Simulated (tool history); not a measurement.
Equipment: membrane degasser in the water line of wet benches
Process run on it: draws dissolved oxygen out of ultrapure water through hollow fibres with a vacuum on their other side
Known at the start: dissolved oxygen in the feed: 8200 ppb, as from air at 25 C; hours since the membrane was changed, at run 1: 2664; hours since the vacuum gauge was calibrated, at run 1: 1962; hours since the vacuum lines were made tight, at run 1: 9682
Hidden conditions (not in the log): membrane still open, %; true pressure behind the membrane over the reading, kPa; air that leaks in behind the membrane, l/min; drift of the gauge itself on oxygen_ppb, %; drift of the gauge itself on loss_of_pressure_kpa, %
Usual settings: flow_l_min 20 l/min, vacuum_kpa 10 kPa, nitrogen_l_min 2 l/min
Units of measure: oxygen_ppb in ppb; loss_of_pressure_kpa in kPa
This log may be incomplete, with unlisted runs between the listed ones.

run	day	flow_l_min	vacuum_kpa	nitrogen_l_min	hours since the membrane was changed	hours since the vacuum gauge was calibrated	hours since the vacuum lines were made tight	oxygen_ppb	loss_of_pressure_kpa
1	0	20	10	2	2664	1962	9682	168.5	65.29
2	4.642	20	10	2	2775	2073	9794	169.2	65.98
3	7.108	20	10	2	2835	2132	9853	169.2	65.54
4	11.088	20	10	2	2930	2228	9948	169.1	65.4
5	13.683	20	10	2	2992	2290	10011	170.2	65.29
6	18.062	27	10	2	3097	2395	10116	224.9	88.57
7	22.575	27	10	2	3206	2504	10224	222.2	88.87
8	25.946	27	10	2	3287	2585	10305	224.6	88.9
9	27.921	27	10	2	3334	2632	10352	224.7	88.65
10	31.538	20	13.5	2	3421	2719	10439	252.2	66.31
11	36.183	20	10	5.08	3532	2830	10551	72.2	65.57
12	38.354	20	10	5.08	3585	2882	10603	71.6	66.1
13	42.404	20	10	5.08	3682	2979	10700	72.9	65.96
14	44.7	20	10	5.08	3737	3035	10755	72.7	65.6
15	47.083	24	10	5.08	3794	3092	10812	88.5	78.83
16	49.854	24	10	5.08	3861	3158	10879	88.5	79.31
17	52.712	20	7.2	0.87	3929	3227	10947	211.7	65.96
18	56.533	26	6.1	1.09	4021	3319	11039	167.6	86.22
19	58.567	20	18.3	3.43	4070	3367	11088	222.9	65.99
# day 58.954: vacuum gauge calibrated
20	61.6	27	23.8	3.46	4142	63	11160	391.8	89.17
21	63.967	25	12.1	1.46	4199	120	11217	356.9	82.88
22	66.342	16	18.6	2	4256	177	11274	308.2	52.63
23	69.275	16	6.1	1.97	4326	248	11344	65.5	52.72
24	73.733	20	6.8	1.37	4433	355	11451	134	66.31
25	78.304	20	6.8	1.37	4543	464	11561	135.2	66.25
26	82.004	20	6.8	1.37	4632	553	11650	135.3	66.53
# day 86.121: vacuum gauge calibrated, once more
27	86.692	31	12.3	1.68	4744	14	11762	384.4	102.43
28	91.092	31	12.3	1.68	4849	119	11867	384.6	103.06
29	95.362	20	8.2	5.68	4952	222	11970	48.2	66.55
30	98.85	19	10	2	5035	306	12054	160.4	63.61
31	101.871	20	10	1.16	5108	378	12126	270.8	66.52
32	105.746	29	10	3.36	5201	471	12219	154	96.18

Branching from run 32: 3 alternative next runs. What would each branch give?
A	108.483	20	15.3	3.27	5267	537	12285	?	?
B	108.483	15	10	2	5267	537	12285	?	?
C	108.483	13	19.3	2	5267	537	12285	?	?

run	oxygen_ppb	loss_of_pressure_kpa
A	187.2	66.68
B	129.9	49.87
C	266.6	43.4
Had the tool no hidden state, the same runs would have come out as:
run	oxygen_ppb	loss_of_pressure_kpa
A	177.1	64.32
B	121.5	48.1
C	246.7	41.86
